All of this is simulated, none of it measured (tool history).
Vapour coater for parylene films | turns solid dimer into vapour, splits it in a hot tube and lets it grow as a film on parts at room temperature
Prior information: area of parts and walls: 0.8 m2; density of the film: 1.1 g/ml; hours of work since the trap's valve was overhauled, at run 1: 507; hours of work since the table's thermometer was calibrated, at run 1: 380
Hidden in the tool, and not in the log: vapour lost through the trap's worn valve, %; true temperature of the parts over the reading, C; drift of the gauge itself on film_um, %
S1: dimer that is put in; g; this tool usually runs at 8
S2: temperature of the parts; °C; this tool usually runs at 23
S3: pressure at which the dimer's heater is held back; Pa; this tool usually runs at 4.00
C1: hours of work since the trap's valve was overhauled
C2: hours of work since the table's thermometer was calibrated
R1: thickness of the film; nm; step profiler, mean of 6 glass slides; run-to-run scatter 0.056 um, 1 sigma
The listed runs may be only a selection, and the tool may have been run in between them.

{"run": 1, "hour": 0.0, "S1": 8, "S2": 23, "S3": 4.0, "C1": 507, "C2": 380, "R1": 6520}
{"run": 2, "hour": 14.6, "S1": 8, "S2": 23, "S3": 4.0, "C1": 513, "C2": 386, "R1": 6590}
{"run": 3, "hour": 39.9, "S1": 8, "S2": 23, "S3": 4.99, "C1": 524, "C2": 397, "R1": 6420}
{"run": 4, "hour": 66.9, "S1": 8, "S2": 23, "S3": 4.0, "C1": 535, "C2": 408, "R1": 6520}
{"hour": 95.8, "done": "trap's valve overhauled"}
{"run": 5, "hour": 103.1, "S1": 8, "S2": 23, "S3": 2.38, "C1": 3, "C2": 421, "R1": 6990}
{"run": 6, "hour": 135.1, "S1": 8, "S2": 23, "S3": 2.38, "C1": 16, "C2": 434, "R1": 7100}
{"run": 7, "hour": 167.9, "S1": 8, "S2": 23, "S3": 2.38, "C1": 30, "C2": 448, "R1": 7000}
{"run": 8, "hour": 190.2, "S1": 8, "S2": 23, "S3": 2.38, "C1": 39, "C2": 457, "R1": 7140}
{"run": 9, "hour": 219.1, "S1": 8, "S2": 17, "S3": 2.38, "C1": 51, "C2": 469, "R1": 8940}
{"run": 10, "hour": 250.8, "S1": 8, "S2": 17, "S3": 2.38, "C1": 64, "C2": 482, "R1": 8940}
{"run": 11, "hour": 283.3, "S1": 8, "S2": 17, "S3": 2.38, "C1": 77, "C2": 495, "R1": 8920}
{"run": 12, "hour": 308.1, "S1": 8, "S2": 17, "S3": 2.38, "C1": 87, "C2": 505, "R1": 8910}
{"run": 13, "hour": 333.0, "S1": 8, "S2": 23, "S3": 4.0, "C1": 97, "C2": 516, "R1": 6530}
{"run": 14, "hour": 357.2, "S1": 8, "S2": 23, "S3": 4.0, "C1": 107, "C2": 526, "R1": 6510}
{"run": 15, "hour": 389.0, "S1": 8, "S2": 23, "S3": 4.0, "C1": 120, "C2": 539, "R1": 6550}
{"run": 16, "hour": 417.9, "S1": 8, "S2": 23, "S3": 4.0, "C1": 132, "C2": 551, "R1": 6560}
{"run": 17, "hour": 433.9, "S1": 8, "S2": 23, "S3": 3.0, "C1": 139, "C2": 557, "R1": 6770}
{"run": 18, "hour": 452.2, "S1": 8, "S2": 23, "S3": 8.65, "C1": 146, "C2": 565, "R1": 5860}
{"run": 19, "hour": 468.9, "S1": 5, "S2": 23, "S3": 8.65, "C1": 153, "C2": 571, "R1": 3670}
{"run": 20, "hour": 485.9, "S1": 8, "S2": 23, "S3": 4.22, "C1": 160, "C2": 578, "R1": 6500}
{"run": 21, "hour": 515.5, "S1": 8, "S2": 23, "S3": 4.22, "C1": 172, "C2": 591, "R1": 6420}
{"run": 22, "hour": 548.4, "S1": 8, "S2": 23, "S3": 4.22, "C1": 186, "C2": 604, "R1": 6490}
{"run": 23, "hour": 575.7, "S1": 8, "S2": 23, "S3": 4.22, "C1": 197, "C2": 615, "R1": 6430}
{"run": 24, "hour": 598.3, "S1": 8, "S2": 23, "S3": 4.22, "C1": 206, "C2": 625, "R1": 6380}
{"run": 25, "hour": 616.3, "S1": 8, "S2": 23, "S3": 4.22, "C1": 214, "C2": 632, "R1": 6550}
{"run": 26, "hour": 642.9, "S1": 8, "S2": 23, "S3": 4.22, "C1": 225, "C2": 643, "R1": 6360}
{"run": 27, "hour": 660.1, "S1": 8, "S2": 19, "S3": 5.44, "C1": 232, "C2": 650, "R1": 7450}
{"run": 28, "hour": 688.7, "S1": 8, "S2": 21, "S3": 4.0, "C1": 244, "C2": 662, "R1": 7100}
{"run": 29, "hour": 703.7, "S1": 3, "S2": 27, "S3": 5.7, "C1": 250, "C2": 668, "R1": 1930}
{"run": 30, "hour": 736.8, "S1": 10, "S2": 31, "S3": 5.7, "C1": 263, "C2": 682, "R1": 5430}
{"run": 31, "hour": 760.5, "S1": 10, "S2": 31, "S3": 6.48, "C1": 273, "C2": 691, "R1": 5190}
{"run": 32, "hour": 788.9, "S1": 10, "S2": 34, "S3": 6.48, "C1": 285, "C2": 703, "R1": 4570}
{"run": 33, "hour": 815.6, "S1": 5, "S2": 32, "S3": 9.97, "C1": 296, "C2": 714, "R1": 2340}
{"run": 34, "hour": 832.1, "S1": 4, "S2": 23, "S3": 4.0, "C1": 303, "C2": 721, "R1": 3220}
{"run": 35, "hour": 851.6, "S1": 4, "S2": 23, "S3": 4.0, "C1": 311, "C2": 729, "R1": 3280}
{"run": 36, "hour": 869.9, "S1": 5, "S2": 23, "S3": 4.0, "C1": 318, "C2": 736, "R1": 4120}
{"run": 37, "hour": 893.7, "S1": 12, "S2": 20, "S3": 11.28, "C1": 328, "C2": 746, "R1": 9530}
{"run": 38, "hour": 924.3, "S1": 3, "S2": 31, "S3": 8.89, "C1": 340, "C2": 759, "R1": 1470}
{"run": 39, "hour": 939.0, "S1": 8, "S2": 22, "S3": 6.26, "C1": 346, "C2": 765, "R1": 6490}
{"run": 40, "hour": 959.5, "S1": 6, "S2": 22, "S3": 8.68, "C1": 355, "C2": 773, "R1": 4630}
{"run": 41, "hour": 992.3, "S1": 6, "S2": 29, "S3": 8.68, "C1": 368, "C2": 787, "R1": 3310}
{"run": 42, "hour": 1024.2, "S1": 4, "S2": 29, "S3": 2.17, "C1": 381, "C2": 800, "R1": 2630}
{"run": 43, "hour": 1056.7, "S1": 12, "S2": 18, "S3": 9.99, "C1": 395, "C2": 813, "R1": 10830}
{"run": 44, "hour": 1086.1, "S1": 12, "S2": 18, "S3": 9.99, "C1": 407, "C2": 825, "R1": 10830}
{"run": 45, "hour": 1110.8, "S1": 12, "S2": 18, "S3": 9.99, "C1": 417, "C2": 835, "R1": 10970}
{"run": 46, "hour": 1140.2, "S1": 12, "S2": 18, "S3": 9.99, "C1": 429, "C2": 847, "R1": 10870}
{"run": 47, "hour": 1155.3, "S1": 10, "S2": 20, "S3": 3.23, "C1": 435, "C2": 853, "R1": 9650}
{"run": 48, "hour": 1176.6, "S1": 4, "S2": 23, "S3": 3.58, "C1": 444, "C2": 862, "R1": 3350}

Consider 3 possible next runs. They are alternatives, not a sequence: every one starts from the tool as it was left by run 48. What does each give?
{"run": "A", "hour": 1192.4, "S1": 8, "S2": 24, "S3": 10.1, "C1": 451, "C2": 869, "R1": "?"}
{"run": "B", "hour": 1192.4, "S1": 8, "S2": 23, "S3": 4.0, "C1": 451, "C2": 869, "R1": "?"}
{"run": "C", "hour": 1192.4, "S1": 11, "S2": 23, "S3": 4.0, "C1": 451, "C2": 869, "R1": "?"}

run=A R1=5460
run=B R1=6470
run=C R1=9090
With the hidden condition removed and each run's random variation left untouched, the same runs would have given:
run=A R1=5480
run=B R1=6490
run=C R1=9110

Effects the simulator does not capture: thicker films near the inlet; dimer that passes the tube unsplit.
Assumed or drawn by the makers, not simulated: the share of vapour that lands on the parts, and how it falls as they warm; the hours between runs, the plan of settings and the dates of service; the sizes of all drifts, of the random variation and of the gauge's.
